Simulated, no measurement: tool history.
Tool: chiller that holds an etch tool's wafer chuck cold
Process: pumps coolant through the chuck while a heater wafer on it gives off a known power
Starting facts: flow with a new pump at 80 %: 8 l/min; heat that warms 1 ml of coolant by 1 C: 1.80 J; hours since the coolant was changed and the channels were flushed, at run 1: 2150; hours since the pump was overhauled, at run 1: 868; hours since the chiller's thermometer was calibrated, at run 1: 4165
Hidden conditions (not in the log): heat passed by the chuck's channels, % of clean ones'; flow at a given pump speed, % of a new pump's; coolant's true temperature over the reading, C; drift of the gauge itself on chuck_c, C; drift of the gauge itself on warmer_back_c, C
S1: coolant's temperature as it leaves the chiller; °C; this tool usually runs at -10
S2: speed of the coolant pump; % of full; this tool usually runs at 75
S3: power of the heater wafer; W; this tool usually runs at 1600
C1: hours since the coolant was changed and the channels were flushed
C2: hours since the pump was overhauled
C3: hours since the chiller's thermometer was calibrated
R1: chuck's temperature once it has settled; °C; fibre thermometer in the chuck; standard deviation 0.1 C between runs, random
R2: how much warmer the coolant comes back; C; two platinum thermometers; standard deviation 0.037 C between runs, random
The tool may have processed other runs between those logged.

run,day,S1,S2,S3,C1,C2,C3,R1,R2
1,0,-10,75,1600,2150,868,4165,2.8,7.18
2,3.612,-5,75,1600,2237,955,4252,7.9,7.11
3,7.762,-5,75,1600,2337,1054,4352,7.9,7.2
4,13.212,-5,75,1600,2467,1185,4482,7.7,7.14
5,16.188,-5,62,1600,2539,1256,4554,10.6,8.84
6,21.825,-5,62,1600,2674,1392,4689,10.7,8.93
7,25.375,-5,62,1600,2759,1477,4774,10.5,8.93
8,28.5,-10,75,1600,2834,1552,4849,2.7,7.18
9,32.796,-10,69,1600,2937,1655,4952,4,7.89
10,36.95,-10,69,1600,3037,1755,5052,3.8,7.82
11,41.342,-10,69,1600,3143,1860,5158,3.8,7.87
12,44.625,-4,75,1600,3221,1939,5236,8.9,7.19
13,47.162,-4,75,1600,3282,2000,5297,9,7.09
14,50.717,-10,75,1600,3368,2085,5383,2.8,7.18
# day 53.383: chiller's thermometer calibrated
15,53.421,-10,75,2035,3431,2149,1,6.3,9.13
16,56.608,-10,75,1600,3508,2226,77,2.9,7.24
17,60.646,-9,75,1571,3605,2323,174,3.5,7.06
18,65.1,-9,75,1571,3712,2429,281,3.6,7.11
19,70.733,-11,77,1600,3847,2565,416,1.3,7
20,75.583,-11,81,1490,3963,2681,533,0,6.18
21,79.579,-14,61,918,4059,2777,629,-4.9,5.23
22,82.208,-10,75,2151,4122,2840,692,7.1,9.67
23,85.846,-10,75,2151,4210,2927,779,7.2,9.71
24,89.783,-10,75,2151,4304,3022,874,7.4,9.67
25,92.167,-10,75,2151,4361,3079,931,7.1,9.66
26,94.867,-10,65,907,4426,3144,996,-1.6,4.79
27,98.188,-5,63,2344,4506,3224,1075,17.3,12.79
28,101.196,-5,63,2344,4578,3296,1148,17.7,12.77
29,105.492,-5,74,2344,4681,3399,1251,14,10.69
30,109.125,-10,70,1600,4768,3486,1338,3.7,7.74
31,112.775,-8,79,2075,4856,3574,1425,7.8,8.87
32,116.854,-10,69,2075,4954,3672,1523,8.2,10.21

Entry by entry between the runs, the difference in hidden state between the last listed run before and the first listed run after:
Runs 14 to 15: chiller's thermometer calibrated (day 53.383)
  nothing in the hidden state changes from one run to the other
